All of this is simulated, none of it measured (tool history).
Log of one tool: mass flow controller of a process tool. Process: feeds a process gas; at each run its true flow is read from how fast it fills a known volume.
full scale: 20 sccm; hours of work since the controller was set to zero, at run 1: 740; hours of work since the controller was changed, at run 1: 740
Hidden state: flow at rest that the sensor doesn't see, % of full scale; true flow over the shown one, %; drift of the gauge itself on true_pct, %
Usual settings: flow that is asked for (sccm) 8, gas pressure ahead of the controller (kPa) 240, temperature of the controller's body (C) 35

run      day  flow that is asked for (sccm)  gas pressure ahead of the controller (kPa)  temperature of the controller's body (C)  hours of work since the controller was set to zero  hours of work since the controller was changed  true flow (%)
  1    0.000                              8                                         240                                        35                                                 740                                             740          97.85
  2   11.521                              8                                         240                                        35                                                 838                                             838          97.73
  3   16.188                              8                                         240                                        35                                                 877                                             877          97.54
  4   23.204                              8                                         240                                        35                                                 936                                             936          97.63
  5   29.238                              8                                         240                                        35                                                 988                                             988          97.51
  6   40.583                              8                                         240                                        35                                                1084                                            1084          97.41
  7   49.717                              8                                         240                                        35                                                1161                                            1161          97.24
  8   58.479                              8                                         240                                        35                                                1235                                            1235          97.30
  9   64.225                              8                                         240                                        30                                                1284                                            1284          97.57
 10   72.604                              8                                         240                                        30                                                1354                                            1354          97.32
 11   82.946                              8                                         240                                        30                                                1442                                            1442          97.20
 12   91.338                              8                                         236                                        35                                                1513                                            1513          96.75
 13   96.958                              8                                         236                                        35                                                1560                                            1560          96.66
 14  105.362                              8                                         236                                        35                                                1632                                            1632          96.56
 15  112.983                              8                                         236                                        35                                                1696                                            1696          96.58
 16  120.950                              8                                         236                                        35                                                1763                                            1763          96.44
 17  131.083                              8                                         236                                        35                                                1849                                            1849          96.30
 18  140.158                              8                                         236                                        35                                                1926                                            1926          96.19
 19  149.588                              8                                         236                                        35                                                2006                                            2006          96.01
 20  156.188                              8                                         236                                        35                                                2062                                            2062          96.03
 21  161.342                              8                                         236                                        35                                                2105                                            2105          95.96
 22  169.688                              8                                         240                                        23                                                2176                                            2176          96.65
 23  174.717                              8                                         240                                        36                                                2218                                            2218          95.69
 24  181.562                              8                                         240                                        36                                                2276                                            2276          95.59
 25  190.500                              8                                         240                                        36                                                2352                                            2352          95.55
     191.517  -- gauge calibrated
 26  198.067                              9                                         191                                        29                                                2416                                            2416          98.58
 27  203.579                              9                                         193                                        29                                                2463                                            2463          98.55
 28  208.762                              9                                         193                                        29                                                2506                                            2506          98.39
 29  217.562                              9                                         193                                        29                                                2581                                            2581          98.46
 30  225.079                              9                                         193                                        29                                                2644                                            2644          98.22
 31  236.054                              9                                         193                                        29                                                2737                                            2737          98.10
 32  243.983                              4                                         206                                        29                                                2804                                            2804          97.54
 33  253.067                              8                                         240                                        21                                                2881                                            2881          98.09
 34  262.617                              8                                         240                                        21                                                2962                                            2962          98.07
 35  272.488                              3                                         240                                        21                                                3046                                            3046          97.33
 36  278.742                             12                                         238                                        26                                                3098                                            3098          97.83
 37  286.804                             11                                         279                                        25                                                3167                                            3167          97.53
 38  293.767                             11                                         279                                        25                                                3226                                            3226          97.48
 39  300.250                              3                                         279                                        22                                                3280                                            3280          96.72
 40  306.200                             10                                         279                                        35                                                3331                                            3331          96.58
 41  317.442                             15                                         148                                        35                                                3426                                            3426          97.56
 42  324.821                             15                                         148                                        35                                                3488                                            3488          97.49
 43  333.400                             15                                         148                                        35                                                3561                                            3561          97.40
 44  338.246                             15                                         148                                        35                                                3602                                            3602          97.26
 45  347.646                             13                                         253                                        35                                                3681                                            3681          96.49
 46  352.746                              8                                         240                                        27                                                3725                                            3725          96.52
 47  364.200                              8                                         240                                        27                                                3821                                            3821          96.42

Measured less the same run without the tool's hidden state. The same run-to-run variation is in both; the gauge's scatter may not be:
run  true flow (%)
  1          +0.00
  2          -0.13
  3          -0.18
  4          -0.27
  5          -0.34
  6          -0.48
  7          -0.59
  8          -0.69
  9          -0.77
 10          -0.87
 11          -0.98
 12          -1.08
 13          -1.15
 14          -1.25
 15          -1.35
 16          -1.44
 17          -1.56
 18          -1.67
 19          -1.78
 20          -1.86
 21          -1.92
 22          -2.03
 23          -2.07
 24          -2.17
 25          -2.27
 26          -0.07
 27          -0.14
 28          -0.21
 29          -0.31
 30          -0.40
 31          -0.53
 32          -0.61
 33          -0.73
 34          -0.86
 35          -0.95
 36          -1.05
 37          -1.15
 38          -1.23
 39          -1.28
 40          -1.36
 41          -1.53
 42          -1.61
 43          -1.72
 44          -1.77
 45          -1.87
 46          -1.93
 47          -2.07
